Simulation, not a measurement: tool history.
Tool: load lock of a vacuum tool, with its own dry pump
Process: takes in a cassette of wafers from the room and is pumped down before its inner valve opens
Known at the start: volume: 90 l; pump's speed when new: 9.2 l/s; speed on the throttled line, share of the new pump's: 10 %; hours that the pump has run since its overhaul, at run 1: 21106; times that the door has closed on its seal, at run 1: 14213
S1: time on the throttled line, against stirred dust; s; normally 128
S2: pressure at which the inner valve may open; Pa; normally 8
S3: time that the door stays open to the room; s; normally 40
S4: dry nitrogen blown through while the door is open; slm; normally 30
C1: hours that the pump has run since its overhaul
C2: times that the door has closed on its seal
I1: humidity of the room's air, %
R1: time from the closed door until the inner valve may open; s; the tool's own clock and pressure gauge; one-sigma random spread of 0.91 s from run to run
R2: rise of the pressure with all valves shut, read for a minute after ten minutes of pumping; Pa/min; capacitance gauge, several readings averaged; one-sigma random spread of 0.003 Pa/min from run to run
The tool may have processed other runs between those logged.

run 1 hour=0 | S1=128 S2=8 S3=40 S4=30 | C1=21106 C2=14213 | I1=41 | R1=218 R2=0.067
run 2 hour=265.8 | S1=128 S2=8 S3=40 S4=30 | C1=21372 C2=14748 | I1=41.5 | R1=217.4 R2=0.078
run 3 hour=621.8 | S1=128 S2=8 S3=40 S4=30 | C1=21728 C2=15465 | I1=44.1 | R1=219.2 R2=0.073
run 4 hour=936 | S1=153 S2=8 S3=40 S4=30 | C1=22042 C2=16098 | I1=43.1 | R1=238.4 R2=0.08
run 5 hour=1210 | S1=153 S2=11 S3=40 S4=30 | C1=22316 C2=16650 | I1=43.9 | R1=237.2 R2=0.085
run 6 hour=1443 | S1=153 S2=11 S3=40 S4=30 | C1=22549 C2=17119 | I1=45 | R1=237.3 R2=0.081
run 7 hour=1684.2 | S1=153 S2=11 S3=40 S4=30 | C1=22790 C2=17604 | I1=44.4 | R1=237.1 R2=0.086
run 8 hour=1955.3 | S1=128 S2=8 S3=40 S4=30 | C1=23062 C2=18150 | I1=44 | R1=218.3 R2=0.092
run 9 hour=2308.8 | S1=128 S2=8 S3=40 S4=30 | C1=23415 C2=18862 | I1=42.7 | R1=218.6 R2=0.091
run 10 hour=2702.7 | S1=106 S2=12 S3=94 S4=27 | C1=23809 C2=19655 | I1=45.7 | R1=195.1 R2=0.106
run 11 hour=2944.1 | S1=104 S2=12 S3=50 S4=16 | C1=24050 C2=20141 | I1=42.6 | R1=192.2 R2=0.111
run 12 hour=3340 | S1=104 S2=12 S3=50 S4=16 | C1=24446 C2=20939 | I1=45.2 | R1=193.1 R2=0.111
run 13 hour=3602.2 | S1=128 S2=7 S3=40 S4=14 | C1=24708 C2=21467 | I1=40.3 | R1=218.7 R2=0.115
run 14 hour=3809.7 | S1=128 S2=7 S3=40 S4=14 | C1=24916 C2=21884 | I1=43.2 | R1=221.4 R2=0.118
-- hour=3846.4 dry pump taken out, an overhauled one fitted
run 15 hour=4220.9 | S1=120 S2=11 S3=150 S4=24 | C1=374 C2=22700 | I1=46.6 | R1=197.2 R2=0.13
run 16 hour=4494.3 | S1=120 S2=11 S3=150 S4=24 | C1=648 C2=23251 | I1=44.9 | R1=197.4 R2=0.13
run 17 hour=4879.4 | S1=120 S2=11 S3=150 S4=24 | C1=1033 C2=24026 | I1=44.9 | R1=198.2 R2=0.144

Pick out some run-to-run changes in R1. Of each, how much would a tool without hidden state show as well, from the settings, what came in and chance, and how much is left for the hidden state and any gauge scatter not in both results compared?
Hidden conditions of the tool in this case: pump's speed, % of a new pump's; leak at the door's seal, Pa l/s; drift of the gauge itself on ready_s, %; drift of the gauge itself on rise_pa_min, %.
Run 12 -> 13: S1 104 -> 128, S2 12 -> 7, S3 50 -> 40, S4 16 -> 14. R1 +25.6 s: hidden state +0.7, all else +24.9.
Run 14 -> 15: S1 128 -> 120, S2 7 -> 11, S3 40 -> 150, S4 14 -> 24, dry pump taken out, an overhauled one fitted. R1 -24.2 s: hidden state -11.1, all else -13.1.

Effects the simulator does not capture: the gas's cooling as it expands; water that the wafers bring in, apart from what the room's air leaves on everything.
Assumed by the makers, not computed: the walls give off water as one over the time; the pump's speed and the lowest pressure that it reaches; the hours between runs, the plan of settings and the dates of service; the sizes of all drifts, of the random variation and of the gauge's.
